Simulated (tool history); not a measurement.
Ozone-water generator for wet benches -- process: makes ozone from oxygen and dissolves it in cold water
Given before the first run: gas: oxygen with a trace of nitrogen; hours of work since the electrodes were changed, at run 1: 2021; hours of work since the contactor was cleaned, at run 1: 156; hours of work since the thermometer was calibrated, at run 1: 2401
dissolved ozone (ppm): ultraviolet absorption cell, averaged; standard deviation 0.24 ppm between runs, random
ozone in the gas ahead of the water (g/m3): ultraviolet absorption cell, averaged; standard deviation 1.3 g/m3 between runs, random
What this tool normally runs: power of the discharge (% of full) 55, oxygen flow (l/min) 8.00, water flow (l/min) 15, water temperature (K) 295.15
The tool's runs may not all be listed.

| run | hour | power of the discharge (% of full) | oxygen flow (l/min) | water flow (l/min) | water temperature (K) | hours of work since the electrodes were changed | hours of work since the contactor was cleaned | hours of work since the thermometer was calibrated | dissolved ozone (ppm) | ozone in the gas ahead of the water (g/m3) |
|---|---|---|---|---|---|---|---|---|---|---|
| 1 | 0.0 | 55 | 8.00 | 15 | 295.15 | 2021 | 156 | 2401 | 35.0 | 224.5 |
| 2 | 31.5 | 55 | 8.00 | 15 | 295.15 | 2051 | 185 | 2430 | 35.1 | 224.8 |
| 3 | 65.5 | 55 | 8.00 | 15 | 293.15 | 2083 | 217 | 2462 | 36.4 | 225.2 |
| 4 | 104.8 | 55 | 8.00 | 15 | 297.15 | 2119 | 254 | 2499 | 33.8 | 224.9 |
| 5 | 151.2 | 55 | 8.00 | 15 | 297.15 | 2163 | 297 | 2542 | 33.1 | 224.7 |
| 6 | 188.8 | 55 | 8.00 | 15 | 289.15 | 2198 | 333 | 2578 | 39.7 | 224.0 |
| 7 | 244.7 | 55 | 8.00 | 15 | 289.15 | 2251 | 385 | 2630 | 39.7 | 225.4 |
| 8 | 273.4 | 55 | 8.00 | 15 | 289.15 | 2277 | 412 | 2657 | 39.1 | 223.7 |
| 9 | 322.6 | 55 | 8.00 | 15 | 289.15 | 2323 | 458 | 2703 | 39.7 | 223.8 |
| 10 | 380.6 | 55 | 4.04 | 15 | 295.15 | 2378 | 512 | 2757 | 32.4 | 281.3 |

Run 11 has not been measured yet. What should we expect?
| 11 | 418.5 | 55 | 11.66 | 15 | 290.15 | 2413 | 548 | 2793 | ? | ? |

dissolved ozone (ppm): 38.8
ozone in the gas ahead of the water (g/m3): 195.3
Had the tool carried no hidden state, the very same run would have given dissolved ozone (ppm) 40.2, ozone in the gas ahead of the water (g/m3) 201.3.

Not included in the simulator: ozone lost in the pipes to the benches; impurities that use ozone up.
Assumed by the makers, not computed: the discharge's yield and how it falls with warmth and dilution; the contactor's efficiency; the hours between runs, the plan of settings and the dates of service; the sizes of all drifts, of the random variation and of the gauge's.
